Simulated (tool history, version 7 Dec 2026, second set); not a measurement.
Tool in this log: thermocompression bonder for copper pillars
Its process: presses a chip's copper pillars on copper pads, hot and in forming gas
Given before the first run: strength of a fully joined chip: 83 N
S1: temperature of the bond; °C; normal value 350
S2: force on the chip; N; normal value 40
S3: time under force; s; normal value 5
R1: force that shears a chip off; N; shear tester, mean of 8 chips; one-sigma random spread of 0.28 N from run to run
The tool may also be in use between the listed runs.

{"run": 1, "hour": 0.0, "S1": 350, "S2": 40, "S3": 5, "R1": 29.4}
{"run": 2, "hour": 20.1, "S1": 350, "S2": 40, "S3": 5, "R1": 29}
{"run": 3, "hour": 32.3, "S1": 350, "S2": 40, "S3": 5, "R1": 29.6}
{"run": 4, "hour": 49.1, "S1": 350, "S2": 40, "S3": 5, "R1": 29.6}
{"run": 5, "hour": 70.5, "S1": 350, "S2": 40, "S3": 5, "R1": 29}
{"run": 6, "hour": 82.4, "S1": 350, "S2": 40, "S3": 5, "R1": 28.7}
{"run": 7, "hour": 106.9, "S1": 350, "S2": 40, "S3": 5, "R1": 28.7}
{"run": 8, "hour": 128.0, "S1": 370, "S2": 40, "S3": 4, "R1": 31.3}
{"run": 9, "hour": 146.5, "S1": 351, "S2": 46, "S3": 11, "R1": 42.8}
{"run": 10, "hour": 168.6, "S1": 350, "S2": 47, "S3": 6, "R1": 35.1}
{"run": 11, "hour": 187.7, "S1": 350, "S2": 47, "S3": 6, "R1": 35.1}
{"run": 12, "hour": 211.3, "S1": 326, "S2": 37, "S3": 5, "R1": 20.2}
{"run": 13, "hour": 223.7, "S1": 326, "S2": 37, "S3": 5, "R1": 20.3}
{"run": 14, "hour": 245.1, "S1": 363, "S2": 34, "S3": 5, "R1": 26.8}

Below are 3 alternative next runs, each starting from the tool's condition after run 14. Predict each:
{"run": "A", "hour": 256.8, "S1": 359, "S2": 29, "S3": 13, "R1": "?"}
{"run": "B", "hour": 256.8, "S1": 363, "S2": 52, "S3": 5, "R1": "?"}
{"run": "C", "hour": 256.8, "S1": 350, "S2": 56, "S3": 9, "R1": "?"}

run=A R1=32.5
run=B R1=39.6
run=C R1=45.7
Stripped of hidden state, with their random variation kept, the same runs would have yielded:
run=A R1=33.9
run=B R1=41.4
run=C R1=48.1
